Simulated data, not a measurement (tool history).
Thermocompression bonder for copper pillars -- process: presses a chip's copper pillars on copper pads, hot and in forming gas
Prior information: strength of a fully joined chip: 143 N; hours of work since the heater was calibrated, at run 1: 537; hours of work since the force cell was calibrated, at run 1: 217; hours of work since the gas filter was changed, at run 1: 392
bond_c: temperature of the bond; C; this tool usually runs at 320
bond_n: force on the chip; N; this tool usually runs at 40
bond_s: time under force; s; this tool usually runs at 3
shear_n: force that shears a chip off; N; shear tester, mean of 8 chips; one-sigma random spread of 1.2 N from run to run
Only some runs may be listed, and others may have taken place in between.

run	hour	bond_c	bond_n	bond_s	hours of work since the heater was calibrated	hours of work since the force cell was calibrated	hours of work since the gas filter was changed	shear_n
1	0	320	40	3	537	217	392	91.2
2	13.5	320	40	3	547	227	402	93.8
3	23.1	320	40	3	554	235	409	92.8
4	29.1	320	40	3	559	239	414	90.8
# hour 37.6: forming gas filter changed
5	42.6	320	40	3	569	249	4	100.4
6	57	320	40	3	580	260	15	101.5
7	64.8	320	40	3	586	266	21	100.5
8	71.4	320	40	3	591	271	26	100.9
9	80.3	320	40	3	597	277	32	100.6
10	90.5	323	24	2	605	285	40	61.5
11	101.6	323	24	2	613	293	48	62.8
12	108.2	326	40	4	618	298	53	110.8

Predict each of these 5 candidate next runs independently; none follows another, all start after run 12:
A	116.6	320	55	4	625	305	60	?
B	116.6	320	40	2	625	305	60	?
C	116.6	320	40	3	625	305	60	?
D	116.6	321	51	9	625	305	60	?
E	116.6	337	40	5	625	305	60	?

run	shear_n
A	123.3
B	89
C	97.3
D	134.3
E	120.6
What these runs would have given with no unlogged condition in the tool:
run	shear_n
A	128.8
B	95.7
C	103.8
D	138.4
E	125.9

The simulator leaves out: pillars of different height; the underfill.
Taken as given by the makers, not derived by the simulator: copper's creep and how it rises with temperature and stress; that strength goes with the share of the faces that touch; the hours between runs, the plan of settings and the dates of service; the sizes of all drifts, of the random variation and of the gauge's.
